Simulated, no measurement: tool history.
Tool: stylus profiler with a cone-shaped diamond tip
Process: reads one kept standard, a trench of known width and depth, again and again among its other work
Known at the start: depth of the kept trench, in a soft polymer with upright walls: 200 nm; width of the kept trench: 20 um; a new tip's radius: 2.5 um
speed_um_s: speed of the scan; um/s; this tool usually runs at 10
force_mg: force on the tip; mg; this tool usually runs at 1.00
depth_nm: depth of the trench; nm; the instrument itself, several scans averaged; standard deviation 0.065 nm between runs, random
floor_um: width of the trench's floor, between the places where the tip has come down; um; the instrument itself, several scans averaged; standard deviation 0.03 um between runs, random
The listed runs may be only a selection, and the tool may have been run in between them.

Run 1, hour 0.0: usual settings. Result: depth_nm 200.87 nm, floor_um 17.69 um.
Run 2, hour 24.6: usual settings but speed_um_s 2 um/s. Result: depth_nm 200.63 nm, floor_um 17.73 um.
Run 3, hour 49.2: usual settings but speed_um_s 2 um/s. Result: depth_nm 200.74 nm, floor_um 17.77 um.
Run 4, hour 74.5: usual settings but speed_um_s 2 um/s. Result: depth_nm 200.83 nm, floor_um 17.69 um.
Run 5, hour 95.7: usual settings. Result: depth_nm 200.74 nm, floor_um 17.59 um.
Run 6, hour 110.0: usual settings. Result: depth_nm 200.81 nm, floor_um 17.57 um.
Run 7, hour 131.9: usual settings. Result: depth_nm 200.77 nm, floor_um 17.58 um.
Run 8, hour 148.8: usual settings. Result: depth_nm 200.83 nm, floor_um 17.54 um.
Run 9, hour 169.7: usual settings. Result: depth_nm 200.72 nm, floor_um 17.58 um.
Run 10, hour 196.2: usual settings. Result: depth_nm 200.77 nm, floor_um 17.51 um.
Run 11, hour 211.7: usual settings but speed_um_s 5 um/s, force_mg 1.14 mg. Result: depth_nm 200.84 nm, floor_um 17.58 um.
Run 12, hour 224.5: usual settings but speed_um_s 18 um/s, force_mg 0.45 mg. Result: depth_nm 200.47 nm, floor_um 17.34 um.
Run 13, hour 240.5: usual settings but speed_um_s 3 um/s, force_mg 2.51 mg. Result: depth_nm 201.36 nm, floor_um 17.61 um.
Run 14, hour 253.4: usual settings but force_mg 1.33 mg. Result: depth_nm 200.84 nm, floor_um 17.50 um.
Run 15, hour 275.7: usual settings but speed_um_s 3 um/s, force_mg 0.55 mg. Result: depth_nm 200.60 nm, floor_um 17.53 um.
Run 16, hour 299.0: usual settings but speed_um_s 3 um/s, force_mg 0.55 mg. Result: depth_nm 200.68 nm, floor_um 17.54 um.
Run 17, hour 327.4: usual settings but speed_um_s 3 um/s, force_mg 0.55 mg. Result: depth_nm 200.54 nm, floor_um 17.53 um.
Run 18, hour 346.2: usual settings but speed_um_s 21 um/s, force_mg 0.82 mg. Result: depth_nm 200.58 nm, floor_um 17.28 um.
Run 19, hour 371.6: usual settings but speed_um_s 21 um/s, force_mg 0.82 mg. Result: depth_nm 200.83 nm, floor_um 17.27 um.

Here are 5 independent what-if runs from the current tool condition. What would each one return?
Run A, hour 388.5: usual settings but force_mg 0.50 mg. Result: depth_nm ?, floor_um ?.
Run B, hour 388.5: usual settings but speed_um_s 2 um/s, force_mg 0.82 mg. Result: depth_nm ?, floor_um ?.
Run C, hour 388.5: usual settings but force_mg 1.56 mg. Result: depth_nm ?, floor_um ?.
Run D, hour 388.5: usual settings but speed_um_s 3 um/s, force_mg 0.79 mg. Result: depth_nm ?, floor_um ?.
Run E, hour 388.5: usual settings but speed_um_s 6 um/s, force_mg 1.77 mg. Result: depth_nm ?, floor_um ?.

run  depth_nm  floor_um
  A    200.78     17.35
  B    200.80     17.43
  C    200.98     17.44
  D    200.72     17.48
  E    201.20     17.43
Without the tool's hidden state the same runs would have given:
run  depth_nm  floor_um
  A    200.59     17.90
  B    200.60     17.98
  C    200.78     17.99
  D    200.52     18.02
  E    201.01     17.97
